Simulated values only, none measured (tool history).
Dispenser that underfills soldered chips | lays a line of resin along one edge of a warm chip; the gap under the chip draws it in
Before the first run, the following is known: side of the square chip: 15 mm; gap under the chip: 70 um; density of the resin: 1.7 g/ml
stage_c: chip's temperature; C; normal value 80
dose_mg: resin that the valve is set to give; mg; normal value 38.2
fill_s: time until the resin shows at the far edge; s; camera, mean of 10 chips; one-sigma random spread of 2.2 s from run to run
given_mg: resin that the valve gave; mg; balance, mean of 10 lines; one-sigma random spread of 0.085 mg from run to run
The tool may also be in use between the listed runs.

run   hour  stage_c  dose_mg  fill_s  given_mg
  1      0       80     38.2   257.6      37.8
       3.4  -- new syringe of resin
  2    7.7       80     38.2   248.1     37.54
      11.6  -- new syringe of resin
  3   14.7       77     38.2   264.6     37.63
      19.5  -- new syringe of resin
  4   25.5       80     48.6   258.9     47.53
      27.7  -- new syringe of resin
  5   34.8       77     38.2   315.2     37.23
      35.8  -- new syringe of resin
  6     41       80     38.2   256.8     37.27
      44.1  -- new syringe of resin
        52  -- new syringe of resin
  7     52       80     38.2   197.2     36.99
  8   58.5       80     38.2   266.8     36.79
      59.8  -- new syringe of resin
      61.8  -- dispensing valve cleaned and set on the balance
  9   68.3       80     42.3   275.7      42.2
      69.4  -- new syringe of resin
      77.4  -- new syringe of resin
 10   78.3       80     42.3   205.2     41.93
      85.5  -- new syringe of resin
 11   85.9       80     42.3     200     41.76
 12   91.8       80     42.3     256      41.7
      93.6  -- new syringe of resin
 13   99.8       80     42.3     254     41.76
     101.5  -- new syringe of resin
     109.5  -- new syringe of resin
 14  109.7       80     42.3   192.7     41.47
     117.5  -- new syringe of resin
 15  117.5       80     42.3   195.2     41.35
 16  123.2       90     38.2   171.5     37.36
     125.6  -- new syringe of resin
     133.8  -- new syringe of resin
 17  133.8       90     38.2   130.1     37.22
     142.3  -- new syringe of resin
     144.1  -- dispensing valve cleaned and set on the balance
 18  144.8       80     44.4   203.8     44.63
     151.2  -- new syringe of resin
 19  155.4       80     44.4   230.6     44.15
     159.2  -- new syringe of resin
 20  166.5       81       35   260.6     34.84
     167.7  -- new syringe of resin
 21  172.7       81       35   236.1     34.74
       176  -- new syringe of resin
 22  177.5       94     35.7   121.1     35.42
       184  -- new syringe of resin
 23  186.4       94     35.7   128.4     35.15
 24  190.9       72     43.5   355.5      42.9
     192.1  -- new syringe of resin
 25  197.6       72     43.5   350.2     42.78
     200.1  -- new syringe of resin
 26  206.6       72     43.5   360.4     42.65
     208.3  -- new syringe of resin
 27  215.7       72     43.5   358.5     42.41
     216.8  -- new syringe of resin
 28  221.2       72     43.5   323.6     42.33
     224.9  -- new syringe of resin
     226.7  -- dispensing valve cleaned and set on the balance
 29  228.3       79     47.3   218.7     47.24

Estimate the outcome of run 30 from the log above:
     233.8  -- new syringe of resin
 30   238       70     43.5       ?         ?

{"run 30": {"fill_s": 343.4, "given_mg": 43.23}}
The same run, on a tool lacking any hidden state, would have yielded fill_s 330.5 s, given_mg 43.38 mg.

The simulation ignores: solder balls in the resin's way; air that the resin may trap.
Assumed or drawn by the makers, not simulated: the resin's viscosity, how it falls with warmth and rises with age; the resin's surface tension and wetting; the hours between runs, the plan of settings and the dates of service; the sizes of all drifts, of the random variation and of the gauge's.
